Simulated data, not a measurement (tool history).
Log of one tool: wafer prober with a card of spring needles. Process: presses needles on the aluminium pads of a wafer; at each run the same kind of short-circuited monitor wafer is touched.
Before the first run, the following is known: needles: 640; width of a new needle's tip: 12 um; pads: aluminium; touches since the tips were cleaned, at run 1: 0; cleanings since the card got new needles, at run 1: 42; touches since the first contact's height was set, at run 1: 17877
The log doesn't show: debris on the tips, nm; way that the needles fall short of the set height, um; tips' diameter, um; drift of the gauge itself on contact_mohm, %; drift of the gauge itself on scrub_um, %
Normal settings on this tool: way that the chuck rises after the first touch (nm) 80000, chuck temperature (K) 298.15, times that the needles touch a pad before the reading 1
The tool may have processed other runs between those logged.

run	hour	way that the chuck rises after the first touch (nm)	chuck temperature (K)	times that the needles touch a pad before the reading	touches since the tips were cleaned	cleanings since the card got new needles	touches since the first contact's height was set	resistance of one needle with its contact and lead (mohm)	way that a needle slides on the pad (nm)
1	0	80000	298.15	1	0	42	17877	251	9730
# hour 10.6: tips cleaned on abrasive film
# hour 19.1: tips cleaned on abrasive film
# hour 27.7: tips cleaned on abrasive film
# hour 36.2: tips cleaned on abrasive film
# hour 44.7: tips cleaned on abrasive film
2	46.2	80000	298.15	1	1051	47	50244	262	9650
# hour 54.7: tips cleaned on abrasive film
# hour 63.2: tips cleaned on abrasive film
# hour 65.6: height of the first contact set anew
# hour 72.1: tips cleaned on abrasive film
# hour 80.6: tips cleaned on abrasive film
# hour 89.1: tips cleaned on abrasive film
# hour 97.6: tips cleaned on abrasive film
# hour 108.2: tips cleaned on abrasive film
# hour 116.8: tips cleaned on abrasive film
3	119.7	83000	298.15	1	2078	55	37868	264	9840
# hour 126.1: tips cleaned on abrasive film
# hour 134.6: tips cleaned on abrasive film
# hour 143.2: tips cleaned on abrasive film
# hour 151.7: tips cleaned on abrasive film
# hour 156.2: height of the first contact set anew
# hour 160.5: tips cleaned on abrasive film
# hour 169: tips cleaned on abrasive film
# hour 177.5: tips cleaned on abrasive film
# hour 186.1: tips cleaned on abrasive film
# hour 194.6: tips cleaned on abrasive film
# hour 203.1: tips cleaned on abrasive film
4	205.3	83000	298.15	1	1522	65	34330	265	10070
# hour 211.7: tips cleaned on abrasive film
# hour 220.2: tips cleaned on abrasive film
# hour 228.7: tips cleaned on abrasive film
# hour 237.2: tips cleaned on abrasive film
# hour 246: height of the first contact set anew
# hour 248.2: tips cleaned on abrasive film
# hour 256.7: tips cleaned on abrasive film
5	262.1	80000	298.15	1	3823	71	11280	279	9800
# hour 266.4: tips cleaned on abrasive film
# hour 274.9: tips cleaned on abrasive film
# hour 283.4: tips cleaned on abrasive film
# hour 292: tips cleaned on abrasive film
# hour 300.5: tips cleaned on abrasive film
# hour 309: tips cleaned on abrasive film
# hour 317.5: tips cleaned on abrasive film
# hour 326: tips cleaned on abrasive film
# hour 336.7: tips cleaned on abrasive film
# hour 337: height of the first contact set anew
6	337	80000	298.15	1	8	80	8	252	9760
# hour 347.5: tips cleaned on abrasive film
# hour 356: tips cleaned on abrasive film
# hour 364.5: tips cleaned on abrasive film
# hour 373: tips cleaned on abrasive film
# hour 381.5: tips cleaned on abrasive film
# hour 390.1: tips cleaned on abrasive film
# hour 398.6: tips cleaned on abrasive film
7	400.5	80000	298.15	1	1373	87	44528	270	9700
# hour 409: tips cleaned on abrasive film
# hour 419.7: tips cleaned on abrasive film
# hour 428.4: height of the first contact set anew
# hour 430.6: tips cleaned on abrasive film
# hour 439.1: tips cleaned on abrasive film
# hour 447.6: tips cleaned on abrasive film
8	453	80000	298.15	3	3813	92	17235	261	9750
# hour 457.3: tips cleaned on abrasive film
# hour 465.9: tips cleaned on abrasive film
# hour 474.4: tips cleaned on abrasive film
# hour 482.9: tips cleaned on abrasive film
# hour 491.4: tips cleaned on abrasive film
# hour 499.9: tips cleaned on abrasive film
# hour 508.5: tips cleaned on abrasive film
# hour 517: tips cleaned on abrasive film
# hour 519.4: height of the first contact set anew
# hour 525.8: tips cleaned on abrasive film
9	529.5	80000	298.15	3	2588	101	7062	264	9760
# hour 535.9: tips cleaned on abrasive film
# hour 544.4: tips cleaned on abrasive film
# hour 546.8: height of the first contact set anew, once more
# hour 553.2: tips cleaned on abrasive film
# hour 561.7: tips cleaned on abrasive film
# hour 570.3: tips cleaned on abrasive film
# hour 580.9: tips cleaned on abrasive film
# hour 591.5: tips cleaned on abrasive film
# hour 600: tips cleaned on abrasive film
# hour 610.7: tips cleaned on abrasive film
10	611.6	80000	298.15	2	654	110	45392	256	9660
# hour 620.1: tips cleaned on abrasive film
# hour 628.6: tips cleaned on abrasive film
# hour 637.1: tips cleaned on abrasive film
# hour 637.4: height of the first contact set anew
# hour 646: tips cleaned on abrasive film
# hour 654.5: tips cleaned on abrasive film
11	658.3	80000	298.15	2	2687	115	14617	267	9740
# hour 664.7: tips cleaned on abrasive film
# hour 675.3: tips cleaned on abrasive film
# hour 683.8: tips cleaned on abrasive film
# hour 692.4: tips cleaned on abrasive film
12	697.4	80000	298.15	2	3598	119	42076	272	9680
# hour 701.8: tips cleaned on abrasive film
# hour 710.3: tips cleaned on abrasive film
# hour 720.9: tips cleaned on abrasive film
# hour 727.5: height of the first contact set anew
# hour 731.8: tips cleaned on abrasive film
# hour 742.5: tips cleaned on abrasive film
# hour 751: tips cleaned on abrasive film
# hour 759.5: tips cleaned on abrasive film
13	765.7	80000	352.15	2	4374	126	26743	288	9720
# hour 770: tips cleaned on abrasive film
# hour 778.5: tips cleaned on abrasive film
# hour 787: tips cleaned on abrasive film
# hour 795.5: tips cleaned on abrasive film
# hour 804.1: tips cleaned on abrasive film
# hour 812.6: tips cleaned on abrasive film
# hour 819.2: height of the first contact set anew
# hour 821.4: tips cleaned on abrasive film
# hour 829.9: tips cleaned on abrasive film
# hour 838.5: tips cleaned on abrasive film
# hour 847: tips cleaned on abrasive film
14	848.5	80000	352.15	1	1106	136	20492	284	9720
# hour 857.1: tips cleaned on abrasive film
# hour 865.6: tips cleaned on abrasive film
# hour 874.1: tips cleaned on abrasive film
# hour 882.6: tips cleaned on abrasive film
15	884.9	80000	335.15	1	1583	140	45935	277	9660
# hour 891.3: tips cleaned on abrasive film
# hour 899.8: tips cleaned on abrasive film
# hour 908.3: tips cleaned on abrasive film
# hour 910.7: height of the first contact set anew
# hour 917.1: tips cleaned on abrasive film
# hour 925.6: tips cleaned on abrasive film
# hour 934.2: tips cleaned on abrasive film
# hour 944.8: tips cleaned on abrasive film
16	950.8	83000	363.15	1	4233	147	28093	301	10090
# hour 955.1: tips cleaned on abrasive film
# hour 963.6: tips cleaned on abrasive film
# hour 972.1: tips cleaned on abrasive film
# hour 980.6: tips cleaned on abrasive film
# hour 989.2: tips cleaned on abrasive film
# hour 997.7: tips cleaned on abrasive film
# hour 1002.2: height of the first contact set anew
# hour 1006.5: tips cleaned on abrasive film
17	1006.9	75000	338.15	2	258	154	3240	269	9150
# hour 1015.4: tips cleaned on abrasive film
# hour 1023.9: tips cleaned on abrasive film
# hour 1032.4: tips cleaned on abrasive film
# hour 1041: tips cleaned on abrasive film
# hour 1049.5: tips cleaned on abrasive film
# hour 1058: tips cleaned on abrasive film
# hour 1066.5: tips cleaned on abrasive film
# hour 1075: tips cleaned on abrasive film
# hour 1083.6: tips cleaned on abrasive film
18	1086.3	89000	338.15	3	1969	163	58895	266	10790
# hour 1092.8: tips cleaned on abrasive film
# hour 1093.1: height of the first contact set anew
# hour 1103.7: tips cleaned on abrasive film
# hour 1114.3: tips cleaned on abrasive film
# hour 1122.8: tips cleaned on abrasive film
# hour 1131.4: tips cleaned on abrasive film
19	1134.5	89000	338.15	3	2217	168	29059	270	10840
# hour 1140.9: tips cleaned on abrasive film
# hour 1149.4: tips cleaned on abrasive film
# hour 1157.9: tips cleaned on abrasive film
# hour 1166.5: tips cleaned on abrasive film
# hour 1175: tips cleaned on abrasive film
# hour 1183.5: tips cleaned on abrasive film
# hour 1183.8: height of the first contact set anew
20	1184.4	95000	355.15	1	390	174	390	270	11600

5 ways to go on from here, each from the tool as it stands after run 20. What would each give?
# hour 1192.9: tips cleaned on abrasive film
# hour 1201.4: tips cleaned on abrasive film
# hour 1209.9: tips cleaned on abrasive film
# hour 1218.5: tips cleaned on abrasive film
# hour 1227: tips cleaned on abrasive film
# hour 1235.5: tips cleaned on abrasive film
A	1241.9	80000	330.15	1	4522	180	40705	?	?
# hour 1192.9: tips cleaned on abrasive film
# hour 1201.4: tips cleaned on abrasive film
# hour 1209.9: tips cleaned on abrasive film
# hour 1218.5: tips cleaned on abrasive film
# hour 1227: tips cleaned on abrasive film
# hour 1235.5: tips cleaned on abrasive film
B	1241.9	95000	355.15	2	4522	180	40705	?	?
# hour 1192.9: tips cleaned on abrasive film
# hour 1201.4: tips cleaned on abrasive film
# hour 1209.9: tips cleaned on abrasive film
# hour 1218.5: tips cleaned on abrasive film
# hour 1227: tips cleaned on abrasive film
# hour 1235.5: tips cleaned on abrasive film
C	1241.9	95000	355.15	1	4522	180	40705	?	?
# hour 1192.9: tips cleaned on abrasive film
# hour 1201.4: tips cleaned on abrasive film
# hour 1209.9: tips cleaned on abrasive film
# hour 1218.5: tips cleaned on abrasive film
# hour 1227: tips cleaned on abrasive film
# hour 1235.5: tips cleaned on abrasive film
D	1241.9	79000	350.15	1	4522	180	40705	?	?
# hour 1192.9: tips cleaned on abrasive film
# hour 1201.4: tips cleaned on abrasive film
# hour 1209.9: tips cleaned on abrasive film
# hour 1218.5: tips cleaned on abrasive film
# hour 1227: tips cleaned on abrasive film
# hour 1235.5: tips cleaned on abrasive film
E	1241.9	95000	306.15	1	4522	180	40705	?	?

run	resistance of one needle with its contact and lead (mohm)	way that a needle slides on the pad (nm)
A	302	9700
B	280	11550
C	293	11540
D	306	9580
E	281	11550
Take away the tool's hidden state, keep each run's random variation, and the runs would have read:
run	resistance of one needle with its contact and lead (mohm)	way that a needle slides on the pad (nm)
A	256	9790
B	259	11640
C	261	11630
D	260	9660
E	246	11630
